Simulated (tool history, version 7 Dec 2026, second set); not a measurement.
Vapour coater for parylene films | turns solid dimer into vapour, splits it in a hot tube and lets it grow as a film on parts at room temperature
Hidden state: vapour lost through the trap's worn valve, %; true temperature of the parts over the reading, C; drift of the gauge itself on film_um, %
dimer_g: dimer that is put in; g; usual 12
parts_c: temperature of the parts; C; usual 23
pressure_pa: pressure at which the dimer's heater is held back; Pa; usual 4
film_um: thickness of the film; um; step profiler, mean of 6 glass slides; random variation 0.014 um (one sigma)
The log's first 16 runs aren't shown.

run	hour	dimer_g	parts_c	pressure_pa	hours of work since the trap's valve was overhauled	hours of work since the table's thermometer was calibrated	film_um
17	338.7	12	23	5.04	89	785	2.73
18	365.2	12	23	5.04	105	801	2.75
19	390	12	23	5.04	120	817	2.75
20	407.5	5	25	6.84	131	828	1.01
21	428.2	20	21	3.59	144	840	5.22
22	447	14	23	4	156	852	3.31
23	470.9	14	16	3.26	171	867	4.05
24	498	13	23	4.17	187	884	3.02
25	519.3	16	23	5.15	201	897	3.6
26	531.8	11	23	9.11	208	905	2.37
27	546.6	7	16	2.3	218	914	2
28	563.7	9	16	2.3	228	924	2.57
29	577.3	10	26	11.81	237	933	1.82
30	602.6	12	23	2.64	252	948	2.88
31	629.5	12	23	2.64	269	965	2.91
32	659.4	8	33	6.24	287	984	1.11
33	685.7	13	23	6.42	304	1000	2.85
34	699.8	21	25	7.34	312	1009	4.12
35	724.9	8	21	3.8	328	1024	2.03
36	737.9	11	20	2.52	336	1032	3.07
37	762	12	20	11.93	351	1047	2.84

4 ways to go on from here, each from the tool as it stands after run 37. What would each give?
A	786.2	5	23	6.17	366	1062	?
B	786.2	8	34	2.17	366	1062	?
C	786.2	12	16	3.01	366	1062	?
D	786.2	12	22	4	366	1062	?

run	film_um
A	1.09
B	1.15
C	3.39
D	2.9
Without the tool's hidden state the same runs would have given:
run	film_um
A	1.11
B	1.17
C	3.56
D	2.94
